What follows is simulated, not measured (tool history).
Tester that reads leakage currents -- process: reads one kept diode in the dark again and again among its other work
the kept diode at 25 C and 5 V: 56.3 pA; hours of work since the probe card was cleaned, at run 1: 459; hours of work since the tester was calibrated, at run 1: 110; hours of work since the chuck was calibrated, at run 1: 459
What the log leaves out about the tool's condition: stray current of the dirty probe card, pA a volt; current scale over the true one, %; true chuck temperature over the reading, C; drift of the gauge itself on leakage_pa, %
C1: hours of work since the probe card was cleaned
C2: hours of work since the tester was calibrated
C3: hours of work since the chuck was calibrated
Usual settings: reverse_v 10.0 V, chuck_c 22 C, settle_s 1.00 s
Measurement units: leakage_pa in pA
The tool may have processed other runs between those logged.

{"run": 1, "hour": 0.0, "reverse_v": 10.0, "chuck_c": 22, "settle_s": 1.0, "C1": 459, "C2": 110, "C3": 459, "leakage_pa": 84.94}
{"run": 2, "hour": 57.1, "reverse_v": 2.5, "chuck_c": 22, "settle_s": 1.0, "C1": 486, "C2": 137, "C3": 486, "leakage_pa": 35.69}
{"run": 3, "hour": 121.1, "reverse_v": 5.0, "chuck_c": 22, "settle_s": 1.0, "C1": 517, "C2": 168, "C3": 517, "leakage_pa": 55.71}
{"run": 4, "hour": 168.5, "reverse_v": 10.0, "chuck_c": 22, "settle_s": 1.09, "C1": 540, "C2": 191, "C3": 540, "leakage_pa": 88.03}
{"run": 5, "hour": 224.8, "reverse_v": 10.0, "chuck_c": 22, "settle_s": 1.09, "C1": 567, "C2": 218, "C3": 567, "leakage_pa": 88.78}
{"run": 6, "hour": 260.0, "reverse_v": 10.0, "chuck_c": 22, "settle_s": 1.09, "C1": 584, "C2": 235, "C3": 584, "leakage_pa": 90.36}
{"hour": 286.1, "done": "chuck's temperature calibrated"}
{"run": 7, "hour": 324.3, "reverse_v": 2.4, "chuck_c": 22, "settle_s": 1.0, "C1": 614, "C2": 265, "C3": 18, "leakage_pa": 31.17}
{"run": 8, "hour": 378.3, "reverse_v": 2.4, "chuck_c": 22, "settle_s": 1.0, "C1": 641, "C2": 291, "C3": 45, "leakage_pa": 31.66}
{"run": 9, "hour": 411.7, "reverse_v": 13.3, "chuck_c": 22, "settle_s": 1.0, "C1": 657, "C2": 308, "C3": 61, "leakage_pa": 97.89}
{"run": 10, "hour": 478.6, "reverse_v": 13.3, "chuck_c": 22, "settle_s": 0.91, "C1": 689, "C2": 340, "C3": 93, "leakage_pa": 99.17}
{"run": 11, "hour": 544.6, "reverse_v": 13.3, "chuck_c": 51, "settle_s": 0.91, "C1": 721, "C2": 372, "C3": 125, "leakage_pa": 797.5}
{"run": 12, "hour": 590.3, "reverse_v": 10.0, "chuck_c": 22, "settle_s": 3.59, "C1": 743, "C2": 394, "C3": 147, "leakage_pa": 80.43}
{"run": 13, "hour": 644.0, "reverse_v": 10.0, "chuck_c": 22, "settle_s": 3.59, "C1": 769, "C2": 420, "C3": 173, "leakage_pa": 81.83}
{"run": 14, "hour": 690.0, "reverse_v": 10.0, "chuck_c": 22, "settle_s": 5.34, "C1": 791, "C2": 442, "C3": 195, "leakage_pa": 82.17}
{"run": 15, "hour": 766.3, "reverse_v": 10.0, "chuck_c": 22, "settle_s": 5.82, "C1": 828, "C2": 479, "C3": 232, "leakage_pa": 83.17}
{"run": 16, "hour": 813.6, "reverse_v": 10.0, "chuck_c": 22, "settle_s": 5.82, "C1": 851, "C2": 502, "C3": 255, "leakage_pa": 84.55}
{"run": 17, "hour": 874.9, "reverse_v": 10.0, "chuck_c": 22, "settle_s": 5.82, "C1": 881, "C2": 532, "C3": 285, "leakage_pa": 85.27}
{"run": 18, "hour": 932.1, "reverse_v": 10.0, "chuck_c": 22, "settle_s": 5.82, "C1": 908, "C2": 559, "C3": 312, "leakage_pa": 86.06}
{"run": 19, "hour": 982.8, "reverse_v": 10.0, "chuck_c": 22, "settle_s": 1.06, "C1": 933, "C2": 584, "C3": 337, "leakage_pa": 89.65}
{"run": 20, "hour": 1055.0, "reverse_v": 10.0, "chuck_c": 22, "settle_s": 1.06, "C1": 968, "C2": 619, "C3": 372, "leakage_pa": 90.59}
{"run": 21, "hour": 1131.0, "reverse_v": 10.0, "chuck_c": 22, "settle_s": 1.06, "C1": 1005, "C2": 656, "C3": 409, "leakage_pa": 92.32}
{"hour": 1140.6, "done": "probe card cleaned and baked"}
{"run": 22, "hour": 1176.9, "reverse_v": 10.0, "chuck_c": 22, "settle_s": 1.06, "C1": 18, "C2": 676, "C3": 429, "leakage_pa": 95.48}
{"run": 23, "hour": 1246.8, "reverse_v": 1.2, "chuck_c": 39, "settle_s": 0.49, "C1": 51, "C2": 710, "C3": 463, "leakage_pa": 85.54}
{"hour": 1260.3, "done": "probe card cleaned and baked, once more"}
{"run": 24, "hour": 1287.1, "reverse_v": 1.2, "chuck_c": 20, "settle_s": 1.38, "C1": 13, "C2": 728, "C3": 481, "leakage_pa": 17.78}
{"run": 25, "hour": 1333.0, "reverse_v": 5.1, "chuck_c": 22, "settle_s": 1.0, "C1": 35, "C2": 750, "C3": 503, "leakage_pa": 51.9}
{"run": 26, "hour": 1385.7, "reverse_v": 2.2, "chuck_c": 22, "settle_s": 1.14, "C1": 61, "C2": 776, "C3": 529, "leakage_pa": 31.1}
{"run": 27, "hour": 1442.6, "reverse_v": 2.2, "chuck_c": 22, "settle_s": 1.14, "C1": 88, "C2": 803, "C3": 556, "leakage_pa": 31.57}
{"run": 28, "hour": 1504.1, "reverse_v": 14.1, "chuck_c": 23, "settle_s": 0.73, "C1": 118, "C2": 833, "C3": 586, "leakage_pa": 110.76}
{"hour": 1524.7, "done": "chuck's temperature calibrated"}
{"run": 29, "hour": 1567.2, "reverse_v": 5.0, "chuck_c": 23, "settle_s": 0.81, "C1": 147, "C2": 863, "C3": 21, "leakage_pa": 50.23}
{"run": 30, "hour": 1604.7, "reverse_v": 18.8, "chuck_c": 22, "settle_s": 2.71, "C1": 166, "C2": 881, "C3": 39, "leakage_pa": 103.37}
{"run": 31, "hour": 1673.3, "reverse_v": 18.8, "chuck_c": 30, "settle_s": 2.71, "C1": 199, "C2": 914, "C3": 72, "leakage_pa": 198.71}
{"run": 32, "hour": 1717.9, "reverse_v": 3.2, "chuck_c": 22, "settle_s": 0.49, "C1": 220, "C2": 936, "C3": 93, "leakage_pa": 37.28}
{"run": 33, "hour": 1776.3, "reverse_v": 3.2, "chuck_c": 24, "settle_s": 0.78, "C1": 249, "C2": 964, "C3": 122, "leakage_pa": 42.95}
{"run": 34, "hour": 1813.0, "reverse_v": 1.9, "chuck_c": 59, "settle_s": 0.78, "C1": 266, "C2": 982, "C3": 139, "leakage_pa": 426.81}
{"run": 35, "hour": 1863.4, "reverse_v": 4.7, "chuck_c": 36, "settle_s": 1.0, "C1": 291, "C2": 1006, "C3": 164, "leakage_pa": 140.98}
{"run": 36, "hour": 1910.9, "reverse_v": 3.0, "chuck_c": 44, "settle_s": 1.0, "C1": 314, "C2": 1029, "C3": 187, "leakage_pa": 195.81}
{"run": 37, "hour": 1977.2, "reverse_v": 3.0, "chuck_c": 44, "settle_s": 1.0, "C1": 346, "C2": 1061, "C3": 219, "leakage_pa": 197.72}
{"run": 38, "hour": 2019.2, "reverse_v": 6.3, "chuck_c": 22, "settle_s": 8.85, "C1": 366, "C2": 1081, "C3": 239, "leakage_pa": 56.25}

Run 39 has not been measured yet. What should we expect?
{"run": 39, "hour": 2056.9, "reverse_v": 16.6, "chuck_c": 22, "settle_s": 9.4, "C1": 384, "C2": 1100, "C3": 257, "leakage_pa": "?"}

{"run 39": {"leakage_pa": 104.84}}
Were there no unlogged condition in the tool, this run, its random variation unchanged, would have produced leakage_pa 89.93 pA.
